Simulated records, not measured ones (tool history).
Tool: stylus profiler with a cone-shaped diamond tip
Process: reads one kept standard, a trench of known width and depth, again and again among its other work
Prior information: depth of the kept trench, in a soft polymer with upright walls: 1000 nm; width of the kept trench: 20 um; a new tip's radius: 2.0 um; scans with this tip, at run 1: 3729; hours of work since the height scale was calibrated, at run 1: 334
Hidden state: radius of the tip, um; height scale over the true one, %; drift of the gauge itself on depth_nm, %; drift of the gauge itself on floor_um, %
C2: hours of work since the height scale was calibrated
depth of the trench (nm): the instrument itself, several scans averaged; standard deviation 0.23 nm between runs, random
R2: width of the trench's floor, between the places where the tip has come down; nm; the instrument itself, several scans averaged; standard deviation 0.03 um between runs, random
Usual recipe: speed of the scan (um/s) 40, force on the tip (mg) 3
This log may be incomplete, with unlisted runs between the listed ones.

run 1 day=0 | speed_of_the_scan_(um/s)=40 force_on_the_tip_(mg)=3 | scans_with_this_tip=3729 C2=334 | depth_of_the_trench_(nm)=1012.09 R2=14870
run 2 day=0.638 | speed_of_the_scan_(um/s)=40 force_on_the_tip_(mg)=8.47 | scans_with_this_tip=3838 C2=344 | depth_of_the_trench_(nm)=1022.43 R2=14960
run 3 day=1.362 | speed_of_the_scan_(um/s)=40 force_on_the_tip_(mg)=3 | scans_with_this_tip=3961 C2=355 | depth_of_the_trench_(nm)=1012.39 R2=14810
run 4 day=2.054 | speed_of_the_scan_(um/s)=40 force_on_the_tip_(mg)=3 | scans_with_this_tip=4079 C2=366 | depth_of_the_trench_(nm)=1011.82 R2=14760
run 5 day=2.608 | speed_of_the_scan_(um/s)=40 force_on_the_tip_(mg)=3 | scans_with_this_tip=4173 C2=374 | depth_of_the_trench_(nm)=1011.76 R2=14720
run 6 day=3.212 | speed_of_the_scan_(um/s)=40 force_on_the_tip_(mg)=8.38 | scans_with_this_tip=4276 C2=383 | depth_of_the_trench_(nm)=1022.13 R2=14800
-- day=3.283 height scale calibrated on a step standard
run 7 day=3.829 | speed_of_the_scan_(um/s)=40 force_on_the_tip_(mg)=8.38 | scans_with_this_tip=4377 C2=8 | depth_of_the_trench_(nm)=1023.08 R2=14750
run 8 day=4.538 | speed_of_the_scan_(um/s)=40 force_on_the_tip_(mg)=3 | scans_with_this_tip=4497 C2=19 | depth_of_the_trench_(nm)=1013.14 R2=14670
run 9 day=5.042 | speed_of_the_scan_(um/s)=40 force_on_the_tip_(mg)=3 | scans_with_this_tip=4583 C2=27 | depth_of_the_trench_(nm)=1012.86 R2=14600
run 10 day=5.575 | speed_of_the_scan_(um/s)=40 force_on_the_tip_(mg)=3 | scans_with_this_tip=4674 C2=35 | depth_of_the_trench_(nm)=1013.11 R2=14620
run 11 day=6.033 | speed_of_the_scan_(um/s)=20 force_on_the_tip_(mg)=2.07 | scans_with_this_tip=4752 C2=42 | depth_of_the_trench_(nm)=1010.78 R2=14600
run 12 day=6.371 | speed_of_the_scan_(um/s)=103 force_on_the_tip_(mg)=5.32 | scans_with_this_tip=4809 C2=47 | depth_of_the_trench_(nm)=1017.76 R2=14400
run 13 day=6.975 | speed_of_the_scan_(um/s)=11 force_on_the_tip_(mg)=7.24 | scans_with_this_tip=4912 C2=56 | depth_of_the_trench_(nm)=1021.46 R2=14650
-- day=7.354 height scale calibrated on a step standard, once more
run 14 day=7.579 | speed_of_the_scan_(um/s)=40 force_on_the_tip_(mg)=2.64 | scans_with_this_tip=5011 C2=3 | depth_of_the_trench_(nm)=1010.2 R2=14480
run 15 day=8.146 | speed_of_the_scan_(um/s)=75 force_on_the_tip_(mg)=7.39 | scans_with_this_tip=5107 C2=12 | depth_of_the_trench_(nm)=1019.53 R2=14410
run 16 day=8.65 | speed_of_the_scan_(um/s)=75 force_on_the_tip_(mg)=7.39 | scans_with_this_tip=5193 C2=20 | depth_of_the_trench_(nm)=1019.55 R2=14350
run 17 day=9.3 | speed_of_the_scan_(um/s)=75 force_on_the_tip_(mg)=7.39 | scans_with_this_tip=5304 C2=30 | depth_of_the_trench_(nm)=1019.36 R2=14390
run 18 day=9.862 | speed_of_the_scan_(um/s)=24 force_on_the_tip_(mg)=1.15 | scans_with_this_tip=5399 C2=38 | depth_of_the_trench_(nm)=1006.44 R2=14350

5 options for the next run, each taken on its own from the tool as it stands now. Forecast them:
run A day=10.346 | speed_of_the_scan_(um/s)=12 force_on_the_tip_(mg)=2.66 | scans_with_this_tip=5482 C2=46 | depth_of_the_trench_(nm)=? R2=?
run B day=10.346 | speed_of_the_scan_(um/s)=70 force_on_the_tip_(mg)=3 | scans_with_this_tip=5482 C2=46 | depth_of_the_trench_(nm)=? R2=?
run C day=10.346 | speed_of_the_scan_(um/s)=139 force_on_the_tip_(mg)=2.2 | scans_with_this_tip=5482 C2=46 | depth_of_the_trench_(nm)=? R2=?
run D day=10.346 | speed_of_the_scan_(um/s)=77 force_on_the_tip_(mg)=1.1 | scans_with_this_tip=5482 C2=46 | depth_of_the_trench_(nm)=? R2=?
run E day=10.346 | speed_of_the_scan_(um/s)=21 force_on_the_tip_(mg)=4.61 | scans_with_this_tip=5482 C2=46 | depth_of_the_trench_(nm)=? R2=?

run=A depth_of_the_trench_(nm)=1010.16 R2=14510
run=B depth_of_the_trench_(nm)=1010.62 R2=14150
run=C depth_of_the_trench_(nm)=1009.1 R2=13710
run=D depth_of_the_trench_(nm)=1005.63 R2=13870
run=E depth_of_the_trench_(nm)=1014.47 R2=14450
Stripped of hidden state, with their random variation kept, the same runs would have yielded:
run=A depth_of_the_trench_(nm)=1009.58 R2=16510
run=B depth_of_the_trench_(nm)=1010.03 R2=16150
run=C depth_of_the_trench_(nm)=1008.51 R2=15710
run=D depth_of_the_trench_(nm)=1005.05 R2=15860
run=E depth_of_the_trench_(nm)=1013.88 R2=16440
